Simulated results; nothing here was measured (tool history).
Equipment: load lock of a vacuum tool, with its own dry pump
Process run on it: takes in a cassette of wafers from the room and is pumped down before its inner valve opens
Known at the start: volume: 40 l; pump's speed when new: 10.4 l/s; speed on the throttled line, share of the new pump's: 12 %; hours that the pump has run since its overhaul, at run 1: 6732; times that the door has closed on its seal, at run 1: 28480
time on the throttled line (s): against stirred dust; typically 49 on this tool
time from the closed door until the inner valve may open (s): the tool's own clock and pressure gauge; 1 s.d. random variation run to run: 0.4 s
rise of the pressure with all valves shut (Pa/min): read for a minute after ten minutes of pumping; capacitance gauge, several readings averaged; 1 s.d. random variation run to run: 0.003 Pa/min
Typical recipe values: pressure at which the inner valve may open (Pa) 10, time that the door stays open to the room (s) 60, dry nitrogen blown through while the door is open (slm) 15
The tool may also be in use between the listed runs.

run	day	time on the throttled line (s)	pressure at which the inner valve may open (Pa)	time that the door stays open to the room (s)	dry nitrogen blown through while the door is open (slm)	hours that the pump has run since its overhaul	times that the door has closed on its seal	incoming humidity of the room's air, %	time from the closed door until the inner valve may open (s)	rise of the pressure with all valves shut (Pa/min)
1	0.000	49	10	60	15	6732	28480	41.8	81.2	0.162
2	19.604	49	10	60	15	7203	30470	42.5	80.9	0.176
3	33.117	49	10	60	15	7527	31842	44.0	79.8	0.174
4	49.162	49	10	60	15	7912	33471	42.6	80.4	0.188
5	63.092	49	10	60	15	8247	34886	43.8	81.0	0.206
6	79.238	49	10	60	15	8634	36525	47.8	81.4	0.213
7	92.696	49	10	60	15	8957	37891	43.7	80.8	0.218
8	108.396	49	10	60	15	9334	39485	49.5	81.6	0.240
9	119.508	49	10	60	15	9601	40613	42.6	81.9	0.241
10	140.738	49	10	60	15	10110	42769	46.1	81.6	0.257
11	157.792	49	10	60	15	10519	44500	43.7	81.7	0.271
12	181.154	49	14	60	15	11080	46872	45.0	80.8	0.289
# day 188.808: door's seal changed, seat wiped
13	197.433	49	10	71	15	11469	875	45.4	81.9	0.054
14	208.171	49	10	71	15	11727	1965	43.3	82.3	0.055
15	226.896	49	10	60	15	12176	3867	45.1	82.1	0.058
16	241.496	49	10	60	15	12527	5349	44.4	82.5	0.055
17	256.758	49	10	60	15	12893	6898	44.2	82.4	0.063
18	268.392	49	10	60	15	13172	8079	48.7	82.6	0.070
19	285.412	49	15	60	15	13581	9808	48.6	80.6	0.070
20	303.738	25	15	120	7	14021	11668	43.4	60.5	0.120
21	318.650	25	8	120	20	14379	13182	48.8	63.3	0.098
22	334.788	25	8	120	20	14766	14820	45.6	63.5	0.098
23	349.925	49	11	60	15	15129	16357	41.8	83.0	0.085
# day 354.062: dry pump taken out, an overhauled one fitted
24	367.729	73	12	104	23	328	18140	46.6	98.8	0.107
25	386.504	35	12	104	23	779	20046	43.4	65.0	0.111
26	401.988	33	8	106	23	1150	21617	39.8	66.3	0.116
27	420.317	57	8	106	23	1590	23478	45.2	87.3	0.128
28	441.750	57	8	106	23	2105	25655	43.0	86.7	0.134
29	451.112	57	8	106	23	2329	26605	43.9	85.9	0.143
30	470.100	73	8	106	23	2785	28533	46.0	100.7	0.150
31	490.488	49	10	51	28	3274	30603	43.1	79.4	0.145
32	503.104	49	10	60	23	3577	31884	42.9	78.6	0.151
33	515.071	49	10	60	23	3864	33099	43.6	79.5	0.157
34	538.054	25	10	99	7	4416	35432	42.2	58.5	0.218
35	559.054	25	10	99	7	4920	37564	44.9	59.4	0.238
36	578.142	49	10	161	13	5378	39502	47.7	80.6	0.264
37	590.333	49	10	161	13	5670	40740	40.7	80.5	0.257

Consider 3 possible next runs. They are alternatives, not a sequence: every one starts from the tool as it was left by run 37. What does each give?
A	599.717	49	10	202	25	5896	41692	45.0	?	?
B	599.717	69	10	161	13	5896	41692	41.1	?	?
C	599.717	25	10	87	13	5896	41692	48.9	?	?

run	time from the closed door until the inner valve may open (s)	rise of the pressure with all valves shut (Pa/min)
A	80.3	0.257
B	97.5	0.264
C	59.4	0.246
Without the tool's unlogged condition, the same runs would have read:
run	time from the closed door until the inner valve may open (s)	rise of the pressure with all valves shut (Pa/min)
A	79.1	0.072
B	96.4	0.079
C	58.1	0.061
